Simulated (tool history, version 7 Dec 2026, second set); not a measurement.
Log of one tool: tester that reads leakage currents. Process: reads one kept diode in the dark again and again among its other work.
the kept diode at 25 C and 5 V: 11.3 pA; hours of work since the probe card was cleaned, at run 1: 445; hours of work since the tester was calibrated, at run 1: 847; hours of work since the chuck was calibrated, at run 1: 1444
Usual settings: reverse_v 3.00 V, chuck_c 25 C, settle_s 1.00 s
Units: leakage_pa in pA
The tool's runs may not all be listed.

| run | hour | reverse_v | chuck_c | settle_s | hours of work since the probe card was cleaned | hours of work since the tester was calibrated | hours of work since the chuck was calibrated | leakage_pa |
|---|---|---|---|---|---|---|---|---|
| 1 | 0.0 | 3.00 | 25 | 1.00 | 445 | 847 | 1444 | 12.80 |
| 2 | 26.7 | 3.00 | 25 | 1.10 | 459 | 861 | 1459 | 12.83 |
|  | 49.7 | chuck's temperature calibrated |
| 3 | 49.8 | 3.00 | 25 | 1.10 | 471 | 873 | 0 | 11.62 |
| 4 | 87.1 | 3.00 | 25 | 1.10 | 491 | 893 | 20 | 11.77 |
| 5 | 118.7 | 1.95 | 25 | 1.10 | 508 | 910 | 37 | 9.01 |
| 6 | 154.2 | 3.00 | 25 | 0.48 | 527 | 929 | 56 | 12.01 |
| 7 | 191.9 | 3.00 | 25 | 1.00 | 547 | 949 | 77 | 11.99 |
| 8 | 228.5 | 3.00 | 25 | 1.00 | 567 | 969 | 97 | 12.03 |
| 9 | 272.0 | 3.00 | 25 | 1.00 | 591 | 993 | 120 | 12.25 |
| 10 | 305.4 | 3.00 | 34 | 1.00 | 609 | 1011 | 138 | 22.88 |
| 11 | 342.1 | 3.53 | 25 | 1.00 | 628 | 1031 | 158 | 14.05 |
| 12 | 382.5 | 3.00 | 25 | 6.52 | 650 | 1052 | 180 | 12.55 |
| 13 | 426.1 | 3.00 | 25 | 1.00 | 674 | 1076 | 203 | 12.78 |
| 14 | 465.6 | 8.03 | 25 | 1.00 | 695 | 1097 | 225 | 24.92 |
| 15 | 512.0 | 8.03 | 25 | 1.00 | 720 | 1122 | 250 | 25.19 |
| 16 | 544.4 | 3.00 | 49 | 2.62 | 738 | 1140 | 267 | 67.61 |
| 17 | 566.0 | 3.00 | 49 | 2.62 | 749 | 1152 | 279 | 68.26 |
| 18 | 595.2 | 3.00 | 49 | 2.62 | 765 | 1167 | 295 | 67.89 |
| 19 | 622.7 | 3.00 | 42 | 0.49 | 780 | 1182 | 310 | 42.06 |
| 20 | 667.2 | 13.59 | 27 | 0.86 | 804 | 1206 | 334 | 43.02 |
| 21 | 713.6 | 1.91 | 48 | 0.51 | 829 | 1231 | 359 | 51.18 |
| 22 | 748.8 | 3.33 | 48 | 6.53 | 848 | 1250 | 378 | 68.05 |
| 23 | 787.1 | 3.33 | 36 | 7.37 | 869 | 1271 | 399 | 29.72 |
| 24 | 814.7 | 2.50 | 58 | 1.00 | 884 | 1286 | 413 | 118.73 |
| 25 | 838.7 | 2.50 | 58 | 1.00 | 897 | 1299 | 426 | 118.99 |
| 26 | 869.0 | 3.24 | 56 | 0.59 | 913 | 1315 | 443 | 118.34 |

Forecast each of these 3 alternatives for the next run:
| A | 901.5 | 1.77 | 26 | 2.78 | 931 | 1333 | 460 | ? |
| B | 901.5 | 2.65 | 38 | 2.19 | 931 | 1333 | 460 | ? |
| C | 901.5 | 9.68 | 25 | 1.00 | 931 | 1333 | 460 | ? |

| run | leakage_pa |
|---|---|
| A | 10.82 |
| B | 30.52 |
| C | 33.01 |
Without the tool's hidden state the same runs would have given:
| run | leakage_pa |
|---|---|
| A | 7.62 |
| B | 25.42 |
| C | 16.19 |

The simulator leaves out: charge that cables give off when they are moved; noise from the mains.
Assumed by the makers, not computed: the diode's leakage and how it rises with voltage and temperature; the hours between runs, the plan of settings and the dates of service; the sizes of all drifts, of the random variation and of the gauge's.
